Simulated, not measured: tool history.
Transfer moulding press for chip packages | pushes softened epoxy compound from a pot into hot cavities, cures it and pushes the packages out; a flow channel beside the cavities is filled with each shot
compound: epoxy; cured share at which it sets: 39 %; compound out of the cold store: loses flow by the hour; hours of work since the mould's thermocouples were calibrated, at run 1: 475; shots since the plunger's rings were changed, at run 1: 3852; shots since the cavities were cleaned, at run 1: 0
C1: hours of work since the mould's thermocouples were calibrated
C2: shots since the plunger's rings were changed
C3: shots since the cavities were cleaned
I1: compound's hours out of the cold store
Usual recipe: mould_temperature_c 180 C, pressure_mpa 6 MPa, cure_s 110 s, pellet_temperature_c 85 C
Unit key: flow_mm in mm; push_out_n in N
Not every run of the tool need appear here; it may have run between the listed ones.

run 1 hour=0 | mould_temperature_c=180 pressure_mpa=6 cure_s=110 pellet_temperature_c=85 | C1=475 C2=3852 C3=0 | I1=45.4 | flow_mm=473 push_out_n=222
-- hour=32.6 plunger's sealing rings changed
-- hour=45.4 mould's thermocouples calibrated
run 2 hour=49.1 | mould_temperature_c=180 pressure_mpa=6 cure_s=110 pellet_temperature_c=85 | C1=3 C2=194 C3=595 | I1=43 | flow_mm=502 push_out_n=383
-- hour=69.6 cavities cleaned with cleaning compound and waxed
run 3 hour=114.1 | mould_temperature_c=180 pressure_mpa=6 cure_s=110 pellet_temperature_c=85 | C1=53 C2=1040 C3=594 | I1=28.8 | flow_mm=512 push_out_n=380
-- hour=136.8 cavities cleaned with cleaning compound and waxed
run 4 hour=173.5 | mould_temperature_c=180 pressure_mpa=6 cure_s=110 pellet_temperature_c=85 | C1=98 C2=1811 C3=489 | I1=19.8 | flow_mm=513 push_out_n=362
-- hour=202.9 cavities cleaned with cleaning compound and waxed
run 5 hour=246.8 | mould_temperature_c=180 pressure_mpa=6 cure_s=110 pellet_temperature_c=85 | C1=155 C2=2768 C3=585 | I1=25.8 | flow_mm=497 push_out_n=364
-- hour=268.2 cavities cleaned with cleaning compound and waxed
run 6 hour=315.4 | mould_temperature_c=180 pressure_mpa=6 cure_s=110 pellet_temperature_c=85 | C1=207 C2=3662 C3=630 | I1=29.7 | flow_mm=489 push_out_n=370
-- hour=334.5 cavities cleaned with cleaning compound and waxed
-- hour=352.7 mould's thermocouples calibrated, once more
-- hour=367.7 plunger's sealing rings changed
run 7 hour=376 | mould_temperature_c=180 pressure_mpa=5.79 cure_s=110 pellet_temperature_c=85 | C1=16 C2=110 C3=493 | I1=40.8 | flow_mm=495 push_out_n=354
-- hour=404.9 cavities cleaned with cleaning compound and waxed
run 8 hour=412.3 | mould_temperature_c=180 pressure_mpa=5.79 cure_s=110 pellet_temperature_c=85 | C1=44 C2=574 C3=99 | I1=34.3 | flow_mm=501 push_out_n=256
run 9 hour=443.5 | mould_temperature_c=180 pressure_mpa=6 cure_s=110 pellet_temperature_c=85 | C1=68 C2=989 C3=514 | I1=31.5 | flow_mm=512 push_out_n=359
-- hour=469.9 cavities cleaned with cleaning compound and waxed
run 10 hour=517.2 | mould_temperature_c=180 pressure_mpa=6 cure_s=110 pellet_temperature_c=83 | C1=125 C2=1952 C3=632 | I1=33.9 | flow_mm=500 push_out_n=383
-- hour=536.4 cavities cleaned with cleaning compound and waxed
run 11 hour=575.6 | mould_temperature_c=180 pressure_mpa=6 cure_s=110 pellet_temperature_c=80 | C1=169 C2=2708 C3=521 | I1=38.7 | flow_mm=487 push_out_n=384
-- hour=604.7 cavities cleaned with cleaning compound and waxed
run 12 hour=643 | mould_temperature_c=180 pressure_mpa=6 cure_s=110 pellet_temperature_c=80 | C1=221 C2=3586 C3=509 | I1=33.9 | flow_mm=486 push_out_n=376

Run 13 comes next. What will it give?
-- hour=673.9 cavities cleaned with cleaning compound and waxed
run 13 hour=684.1 | mould_temperature_c=180 pressure_mpa=6 cure_s=110 pellet_temperature_c=80 | C1=252 C2=4115 C3=136 | I1=46.4 | flow_mm=? push_out_n=?

{"run 13": {"flow_mm": 475, "push_out_n": 282}}
With no hidden state in the tool, this same run would have given flow_mm 505 mm, push_out_n 237 N.
